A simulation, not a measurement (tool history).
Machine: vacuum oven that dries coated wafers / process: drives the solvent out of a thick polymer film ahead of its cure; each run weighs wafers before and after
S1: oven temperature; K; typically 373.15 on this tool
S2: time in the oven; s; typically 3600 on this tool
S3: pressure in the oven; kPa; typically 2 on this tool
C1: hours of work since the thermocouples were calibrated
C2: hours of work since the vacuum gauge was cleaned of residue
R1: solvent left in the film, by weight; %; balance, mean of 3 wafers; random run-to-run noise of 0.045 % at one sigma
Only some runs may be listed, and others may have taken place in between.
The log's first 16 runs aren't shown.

run   hour      S1    S2    S3   C1   C2    R1
 17  128.5  373.15  3600  1.22  265  181  3.55
 18  140.4  375.15  4140     2  270  186  3.12
 19  148.1  383.15  4140     2  273  189   1.7
 20  154.9  386.15  2040  5.21  276  192  4.21
 21  166.6  372.15  2040  5.21  281  197  8.49
 22  177.9  382.15  5100  1.38  285  201  1.19
 23  188.8  361.15  3300     2  290  206   8.1
 24    201  382.15  2640     2  295  211   2.9
 25    207  381.15  2640     3  297  213  3.65
 26  218.6  381.15  2640     3  302  218  3.59
 27  226.8  388.15  2640  5.29  305  221   3.3
 28  234.8  358.15  4020   3.5  308  224  9.83
 29  240.6  358.15  4020   3.5  311  227   9.7
 30  246.3  358.15  4020   3.5  313  229  9.67
 31  252.7  379.15  3600     2  316  232  2.66
 32    264  368.15  3360  1.17  320  236  5.43
 33  269.9  368.15  3360  1.17  323  239  5.27

Here are 5 independent what-if runs from the current tool condition. What would each one return?
  A  282.5  362.15  3600  4.93  328  244   ?
  B  282.5  385.15  4200  1.54  328  244   ?
  C  282.5  368.15  3360  2.56  328  244   ?
  D  282.5  376.15  3300  1.94  328  244   ?
  E  282.5  383.15  2460  1.24  328  244   ?

run    R1
  A    10
  B  1.18
  C  6.43
  D   3.7
  E  2.43
Without the tool's unlogged condition, the same runs would have read:
run    R1
  A  9.67
  B  1.08
  C  6.11
  D  3.43
  E  2.21
